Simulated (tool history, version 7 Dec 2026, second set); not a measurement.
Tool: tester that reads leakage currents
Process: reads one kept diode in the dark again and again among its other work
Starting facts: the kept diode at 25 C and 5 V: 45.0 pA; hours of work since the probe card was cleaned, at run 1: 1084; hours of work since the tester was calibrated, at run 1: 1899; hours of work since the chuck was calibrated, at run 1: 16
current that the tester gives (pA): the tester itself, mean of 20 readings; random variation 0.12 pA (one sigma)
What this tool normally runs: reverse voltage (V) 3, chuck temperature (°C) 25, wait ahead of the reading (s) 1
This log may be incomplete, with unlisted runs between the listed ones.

run    hour  reverse voltage (V)  chuck temperature (°C)  wait ahead of the reading (s)  hours of work since the probe card was cleaned  hours of work since the tester was calibrated  hours of work since the chuck was calibrated  current that the tester gives (pA)
  1       0                    3                      25                              1                                            1084                                           1899                                            16                               34.63
  2   145.7                    3                      25                              1                                            1168                                           1982                                           100                               34.46
  3   333.6                    3                      25                              1                                            1275                                           2090                                           208                               34.62
  4   481.2                    3                      25                              1                                            1360                                           2175                                           292                               34.54
  5   669.3                 1.46                      25                              1                                            1468                                           2283                                           400                               22.94
  6     824                    3                      34                              1                                            1556                                           2371                                           489                               70.91
  7  1034.5                    3                      21                              1                                            1677                                           2492                                           609                               24.85
  8  1121.3                    3                      21                              1                                            1727                                           2542                                           659                               24.95
     1174.3  -- probe card cleaned and baked
  9  1279.7                    3                      25                              1                                              60                                           2631                                           748                               34.73
 10  1419.7                    3                      25                              1                                             141                                           2711                                           828                               34.45
 11  1604.1                    3                      25                              1                                             246                                           2817                                           934                               34.48
 12  1754.8                    3                      25                              1                                             333                                           2903                                          1020                               34.66
 13  1949.4                 6.89                      39                            9.9                                             444                                           3014                                          1132                               164.9
     2042.2  -- chuck's temperature calibrated
 14  2134.1                 6.89                      39                           5.92                                             549                                           3119                                            53                              165.73
 15  2319.4                10.29                      46                           1.74                                             655                                           3225                                           159                              347.82
 16  2459.8                16.82                      26                              1                                             736                                           3306                                           239                              101.96

Forecast run 17:
 17  2569                12.79                      44                            0.7                                             798                                           3368                                           302                                   ?

Run 17 produced current that the tester gives (pA) 342.63.
Minus the tool's unlogged condition, the same run would have read current that the tester gives (pA) 342.52.
